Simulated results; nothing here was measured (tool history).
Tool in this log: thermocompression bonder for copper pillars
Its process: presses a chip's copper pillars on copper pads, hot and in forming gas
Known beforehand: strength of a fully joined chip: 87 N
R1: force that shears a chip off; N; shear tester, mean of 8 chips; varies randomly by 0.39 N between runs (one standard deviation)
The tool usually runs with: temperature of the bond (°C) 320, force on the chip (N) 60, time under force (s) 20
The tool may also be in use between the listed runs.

run 1 day=0.000 | temperature_of_the_bond_(°C)=320 force_on_the_chip_(N)=60 time_under_force_(s)=20 | R1=56.0
run 2 day=0.608 | temperature_of_the_bond_(°C)=320 force_on_the_chip_(N)=60 time_under_force_(s)=20 | R1=55.8
run 3 day=1.079 | temperature_of_the_bond_(°C)=320 force_on_the_chip_(N)=60 time_under_force_(s)=20 | R1=60.2
run 4 day=1.604 | temperature_of_the_bond_(°C)=320 force_on_the_chip_(N)=60 time_under_force_(s)=20 | R1=60.5
run 5 day=2.188 | temperature_of_the_bond_(°C)=320 force_on_the_chip_(N)=52 time_under_force_(s)=20 | R1=54.5
run 6 day=2.462 | temperature_of_the_bond_(°C)=320 force_on_the_chip_(N)=52 time_under_force_(s)=20 | R1=53.6
run 7 day=2.929 | temperature_of_the_bond_(°C)=320 force_on_the_chip_(N)=60 time_under_force_(s)=20 | R1=59.0
run 8 day=3.292 | temperature_of_the_bond_(°C)=320 force_on_the_chip_(N)=46 time_under_force_(s)=20 | R1=48.2
run 9 day=3.742 | temperature_of_the_bond_(°C)=320 force_on_the_chip_(N)=46 time_under_force_(s)=20 | R1=47.8
run 10 day=4.096 | temperature_of_the_bond_(°C)=320 force_on_the_chip_(N)=46 time_under_force_(s)=20 | R1=47.8
run 11 day=4.612 | temperature_of_the_bond_(°C)=320 force_on_the_chip_(N)=40 time_under_force_(s)=20 | R1=42.4
run 12 day=5.225 | temperature_of_the_bond_(°C)=320 force_on_the_chip_(N)=40 time_under_force_(s)=20 | R1=42.0
run 13 day=5.588 | temperature_of_the_bond_(°C)=320 force_on_the_chip_(N)=60 time_under_force_(s)=20 | R1=57.7
run 14 day=5.946 | temperature_of_the_bond_(°C)=320 force_on_the_chip_(N)=60 time_under_force_(s)=20 | R1=57.7
run 15 day=6.558 | temperature_of_the_bond_(°C)=311 force_on_the_chip_(N)=60 time_under_force_(s)=20 | R1=53.0
run 16 day=6.929 | temperature_of_the_bond_(°C)=311 force_on_the_chip_(N)=60 time_under_force_(s)=25 | R1=56.0
run 17 day=7.479 | temperature_of_the_bond_(°C)=311 force_on_the_chip_(N)=60 time_under_force_(s)=25 | R1=56.0
run 18 day=7.988 | temperature_of_the_bond_(°C)=320 force_on_the_chip_(N)=60 time_under_force_(s)=20 | R1=57.2
run 19 day=8.454 | temperature_of_the_bond_(°C)=320 force_on_the_chip_(N)=60 time_under_force_(s)=20 | R1=61.2
run 20 day=9.004 | temperature_of_the_bond_(°C)=320 force_on_the_chip_(N)=76 time_under_force_(s)=20 | R1=71.5
run 21 day=9.592 | temperature_of_the_bond_(°C)=320 force_on_the_chip_(N)=60 time_under_force_(s)=22 | R1=64.5
run 22 day=10.021 | temperature_of_the_bond_(°C)=322 force_on_the_chip_(N)=84 time_under_force_(s)=36 | R1=80.0
run 23 day=10.583 | temperature_of_the_bond_(°C)=320 force_on_the_chip_(N)=67 time_under_force_(s)=15 | R1=56.0
run 24 day=10.908 | temperature_of_the_bond_(°C)=342 force_on_the_chip_(N)=46 time_under_force_(s)=20 | R1=55.1
run 25 day=11.283 | temperature_of_the_bond_(°C)=342 force_on_the_chip_(N)=46 time_under_force_(s)=20 | R1=54.7
run 26 day=11.750 | temperature_of_the_bond_(°C)=320 force_on_the_chip_(N)=60 time_under_force_(s)=53 | R1=68.5
run 27 day=12.162 | temperature_of_the_bond_(°C)=320 force_on_the_chip_(N)=43 time_under_force_(s)=23 | R1=43.9
run 28 day=12.821 | temperature_of_the_bond_(°C)=320 force_on_the_chip_(N)=50 time_under_force_(s)=20 | R1=47.3
run 29 day=13.254 | temperature_of_the_bond_(°C)=337 force_on_the_chip_(N)=41 time_under_force_(s)=11 | R1=38.4
run 30 day=13.725 | temperature_of_the_bond_(°C)=317 force_on_the_chip_(N)=60 time_under_force_(s)=41 | R1=63.3
run 31 day=14.117 | temperature_of_the_bond_(°C)=346 force_on_the_chip_(N)=52 time_under_force_(s)=20 | R1=59.9
run 32 day=14.658 | temperature_of_the_bond_(°C)=347 force_on_the_chip_(N)=59 time_under_force_(s)=43 | R1=72.9
run 33 day=15.092 | temperature_of_the_bond_(°C)=320 force_on_the_chip_(N)=90 time_under_force_(s)=20 | R1=68.5
run 34 day=15.400 | temperature_of_the_bond_(°C)=299 force_on_the_chip_(N)=60 time_under_force_(s)=20 | R1=44.1
run 35 day=16.062 | temperature_of_the_bond_(°C)=334 force_on_the_chip_(N)=47 time_under_force_(s)=33 | R1=61.7
run 36 day=16.633 | temperature_of_the_bond_(°C)=334 force_on_the_chip_(N)=47 time_under_force_(s)=33 | R1=61.5
run 37 day=17.296 | temperature_of_the_bond_(°C)=325 force_on_the_chip_(N)=51 time_under_force_(s)=20 | R1=53.3
run 38 day=17.679 | temperature_of_the_bond_(°C)=300 force_on_the_chip_(N)=69 time_under_force_(s)=20 | R1=53.1
run 39 day=18.221 | temperature_of_the_bond_(°C)=300 force_on_the_chip_(N)=69 time_under_force_(s)=20 | R1=52.5
run 40 day=18.662 | temperature_of_the_bond_(°C)=302 force_on_the_chip_(N)=83 time_under_force_(s)=29 | R1=66.8

The log once held 5 entries between its listed runs, left out of this copy. Where does each go, and what is different about the tool's unlogged condition between the listed run before it and the listed run after it?
Logged between run 2 and run 3: forming gas filter changed (day 0.892)
  true temperature of the bond over the reading, C: 7.1 -> 7.2; oxide that the forming gas leaves, % of the face: 8.02 -> 0.72
  the result without the hidden state subtracted from the measured one, R1: -0.5 -> +3.9 N
Logged between run 18 and run 19: forming gas filter changed (day 8.238)
  true temperature of the bond over the reading, C: 8.2 -> 8.3; oxide that the forming gas leaves, % of the face: 8.23 -> 0.78
  the result without the hidden state subtracted from the measured one, R1: +0.0 -> +4.7 N
Logged between run 19 and run 20: heater calibrated with a thermocouple chip (day 8.579)
  true temperature of the bond over the reading, C: 8.3 -> 12.5; force that reaches the chip, % of what is set: 102.2 -> 102.3; oxide that the forming gas leaves, % of the face: 0.78 -> 1.33
  the result without the hidden state subtracted from the measured one, R1: +4.7 -> +5.3 N
Logged between run 22 and run 23: heater calibrated with a thermocouple chip, once more (day 10.217)
  true temperature of the bond over the reading, C: 12.7 -> -0.3; oxide that the forming gas leaves, % of the face: 2.38 -> 2.87
  the result without the hidden state subtracted from the measured one, R1: +2.1 -> -0.5 N
Logged between run 34 and run 35: forming gas filter changed (day 15.742)
  true temperature of the bond over the reading, C: 0.5 -> 0.6; oxide that the forming gas leaves, % of the face: 8.05 -> 0.82
  the result without the hidden state subtracted from the measured one, R1: -2.2 -> +1.2 N
